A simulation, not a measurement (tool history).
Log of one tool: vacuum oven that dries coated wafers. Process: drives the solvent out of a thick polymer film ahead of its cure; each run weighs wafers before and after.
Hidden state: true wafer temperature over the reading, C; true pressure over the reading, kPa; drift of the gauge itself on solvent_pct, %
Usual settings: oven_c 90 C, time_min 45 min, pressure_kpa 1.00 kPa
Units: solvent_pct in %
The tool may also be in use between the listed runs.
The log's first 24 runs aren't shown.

| run | hour | oven_c | time_min | pressure_kpa | hours of work since the thermocouples were calibrated | hours of work since the vacuum gauge was cleaned of residue | solvent_pct |
|---|---|---|---|---|---|---|---|
| 25 | 1501.0 | 87 | 40 | 0.91 | 286 | 735 | 2.08 |
| 26 | 1561.0 | 85 | 43 | 3.62 | 311 | 760 | 3.69 |
| 27 | 1596.2 | 90 | 74 | 0.57 | 326 | 775 | 0.48 |
| 28 | 1655.5 | 90 | 35 | 1.52 | 350 | 799 | 2.36 |
| 29 | 1700.4 | 94 | 22 | 0.61 | 369 | 818 | 3.24 |
| 30 | 1743.8 | 80 | 23 | 1.00 | 387 | 836 | 6.55 |
| 31 | 1822.1 | 80 | 23 | 1.00 | 420 | 869 | 6.50 |
| 32 | 1876.4 | 80 | 69 | 1.00 | 442 | 891 | 1.57 |
| 33 | 1932.4 | 80 | 69 | 1.00 | 465 | 914 | 1.53 |
| 34 | 1993.9 | 84 | 33 | 3.05 | 491 | 940 | 4.58 |
| 35 | 2031.9 | 84 | 46 | 1.20 | 507 | 956 | 2.21 |
| 36 | 2070.8 | 91 | 40 | 1.00 | 523 | 972 | 1.48 |
| 37 | 2142.2 | 91 | 40 | 1.00 | 553 | 1002 | 1.50 |
| 38 | 2218.9 | 104 | 32 | 1.00 | 584 | 1033 | 0.74 |
| 39 | 2259.2 | 80 | 23 | 1.00 | 601 | 1050 | 6.44 |
| 40 | 2334.9 | 102 | 25 | 1.00 | 633 | 1082 | 1.46 |
| 41 | 2407.3 | 102 | 25 | 1.00 | 663 | 1112 | 1.43 |
| 42 | 2465.7 | 95 | 31 | 0.60 | 687 | 1136 | 1.52 |
| 43 | 2545.5 | 93 | 45 | 1.00 | 720 | 1169 | 1.04 |
| 44 | 2629.1 | 86 | 35 | 0.74 | 755 | 1204 | 2.55 |
| 45 | 2664.0 | 82 | 29 | 1.00 | 769 | 1218 | 4.47 |
| 46 | 2709.3 | 98 | 29 | 1.30 | 788 | 1237 | 1.59 |

Forecast each of these 3 alternatives for the next run:
| A | 2749.3 | 88 | 29 | 2.57 | 805 | 1254 | ? |
| B | 2749.3 | 96 | 29 | 1.43 | 805 | 1254 | ? |
| C | 2749.3 | 90 | 70 | 1.47 | 805 | 1254 | ? |

| run | solvent_pct |
|---|---|
| A | 3.79 |
| B | 1.90 |
| C | 1.01 |
Without the tool's hidden state the same runs would have given:
| run | solvent_pct |
|---|---|
| A | 4.20 |
| B | 2.15 |
| C | 1.02 |

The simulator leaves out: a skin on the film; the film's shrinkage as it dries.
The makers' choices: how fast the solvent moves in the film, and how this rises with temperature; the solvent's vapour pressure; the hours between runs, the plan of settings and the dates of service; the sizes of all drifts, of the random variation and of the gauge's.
